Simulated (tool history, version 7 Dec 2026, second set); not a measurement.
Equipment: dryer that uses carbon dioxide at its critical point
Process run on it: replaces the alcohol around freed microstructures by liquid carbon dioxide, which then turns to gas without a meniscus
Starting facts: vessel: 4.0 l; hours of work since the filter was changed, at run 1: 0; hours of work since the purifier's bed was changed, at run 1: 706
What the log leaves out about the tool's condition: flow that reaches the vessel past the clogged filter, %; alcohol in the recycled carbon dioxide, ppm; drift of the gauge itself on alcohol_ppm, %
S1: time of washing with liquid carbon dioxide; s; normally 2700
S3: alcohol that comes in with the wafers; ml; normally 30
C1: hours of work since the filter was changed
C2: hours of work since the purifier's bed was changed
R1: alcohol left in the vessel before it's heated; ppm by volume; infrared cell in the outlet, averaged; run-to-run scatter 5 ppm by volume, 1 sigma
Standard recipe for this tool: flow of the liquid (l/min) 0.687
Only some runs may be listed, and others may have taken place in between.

Run 1, hour 0: usual settings; C1 0; C2 706. Result: R1 99 ppm by volume.
Run 2, hour 12.3: usual settings; C1 9; C2 715. Result: R1 89 ppm by volume.
Run 3, hour 35.2: usual settings; C1 26; C2 732. Result: R1 105 ppm by volume.
Run 4, hour 62.5: usual settings; C1 47; C2 752. Result: R1 107 ppm by volume.
Run 5, hour 78.6: usual settings; C1 59; C2 764. Result: R1 102 ppm by volume.
At hour 99.4: purifier's bed changed.
Run 6, hour 104.9: usual settings but S3 53 ml; C1 76; C2 4. Result: R1 57 ppm by volume.
Run 7, hour 127.9: usual settings; C1 93; C2 21. Result: R1 31 ppm by volume.
Run 8, hour 144.2: usual settings; C1 105; C2 33. Result: R1 41 ppm by volume.
Run 9, hour 157.7: usual settings but S3 44 ml; C1 115; C2 43. Result: R1 57 ppm by volume.
Run 10, hour 183.8: usual settings but S1 3060 s, S3 44 ml; C1 134; C2 62. Result: R1 30 ppm by volume.
Run 11, hour 205.7: usual settings but S1 3060 s, S3 44 ml; C1 151; C2 79. Result: R1 27 ppm by volume.
Run 12, hour 219.1: usual settings but S1 3060 s, S3 44 ml; C1 160; C2 89. Result: R1 36 ppm by volume.
Run 13, hour 242.7: usual settings but S1 3060 s, S3 44 ml; C1 178; C2 106. Result: R1 30 ppm by volume.
Run 14, hour 265.2: usual settings but flow of the liquid (l/min) 0.601; C1 195; C2 123. Result: R1 79 ppm by volume.
Run 15, hour 288.6: usual settings but flow of the liquid (l/min) 0.601; C1 212; C2 140. Result: R1 89 ppm by volume.
Run 16, hour 304.2: usual settings but flow of the liquid (l/min) 0.601; C1 223; C2 152. Result: R1 91 ppm by volume.
Run 17, hour 325.4: usual settings but S1 2460 s, flow of the liquid (l/min) 1.085, S3 79 ml; C1 239; C2 167. Result: R1 24 ppm by volume.
Run 18, hour 345.7: usual settings but S1 1860 s, flow of the liquid (l/min) 1.085, S3 49 ml; C1 254; C2 182. Result: R1 53 ppm by volume.
Run 19, hour 369.1: usual settings but S1 4080 s, S3 29 ml; C1 272; C2 200. Result: R1 17 ppm by volume.
Run 20, hour 396.2: usual settings but S1 3720 s, flow of the liquid (l/min) 0.582, S3 86 ml; C1 292; C2 220. Result: R1 63 ppm by volume.
Run 21, hour 416: usual settings but S1 3300 s, flow of the liquid (l/min) 0.537, S3 21 ml; C1 306; C2 235. Result: R1 63 ppm by volume.
Run 22, hour 433.4: usual settings but flow of the liquid (l/min) 1.003, S3 42 ml; C1 319; C2 247. Result: R1 32 ppm by volume.
Run 23, hour 457.5: usual settings but flow of the liquid (l/min) 1.003, S3 42 ml; C1 337; C2 265. Result: R1 37 ppm by volume.
Run 24, hour 483: usual settings but S1 2820 s, flow of the liquid (l/min) 0.8; C1 356; C2 284. Result: R1 42 ppm by volume.
Run 25, hour 499.7: usual settings but S1 2400 s, flow of the liquid (l/min) 0.723, S3 51 ml; C1 368; C2 297. Result: R1 115 ppm by volume.
Run 26, hour 514.8: usual settings but S1 1920 s; C1 379; C2 308. Result: R1 215 ppm by volume.
Run 27, hour 543.7: usual settings but S1 1920 s; C1 401; C2 329. Result: R1 216 ppm by volume.
Run 28, hour 568.7: usual settings but S1 2280 s, flow of the liquid (l/min) 1.067, S3 102 ml; C1 419; C2 348. Result: R1 59 ppm by volume.
Run 29, hour 589.5: usual settings but S1 2280 s, flow of the liquid (l/min) 1.067, S3 102 ml; C1 435; C2 363. Result: R1 57 ppm by volume.
Run 30, hour 606.9: usual settings but S1 2280 s, flow of the liquid (l/min) 0.52, S3 34 ml; C1 448; C2 376. Result: R1 349 ppm by volume.
Run 31, hour 621.5: usual settings but S1 2460 s, flow of the liquid (l/min) 0.794, S3 94 ml; C1 459; C2 387. Result: R1 141 ppm by volume.
Run 32, hour 633.8: usual settings but S1 2460 s, flow of the liquid (l/min) 0.794, S3 94 ml; C1 468; C2 396. Result: R1 141 ppm by volume.

3 options for the next run, each taken on its own from the tool as it stands now. Forecast them:
At hour 645: inlet filter changed.
Run A, hour 651.2: usual settings but flow of the liquid (l/min) 0.531, S3 53 ml; C1 5; C2 408. Result: R1 ?.
At hour 645: inlet filter changed.
Run B, hour 651.2: usual settings but S3 21 ml; C1 5; C2 408. Result: R1 ?.
At hour 645: inlet filter changed.
Run C, hour 651.2: usual settings but S1 3240 s, flow of the liquid (l/min) 0.661, S3 26 ml; C1 5; C2 408. Result: R1 ?.

run   R1
  A  235
  B   61
  C   47
With the hidden condition removed and each run's random variation left untouched, the same runs would have given:
run   R1
  A  198
  B   25
  C   12
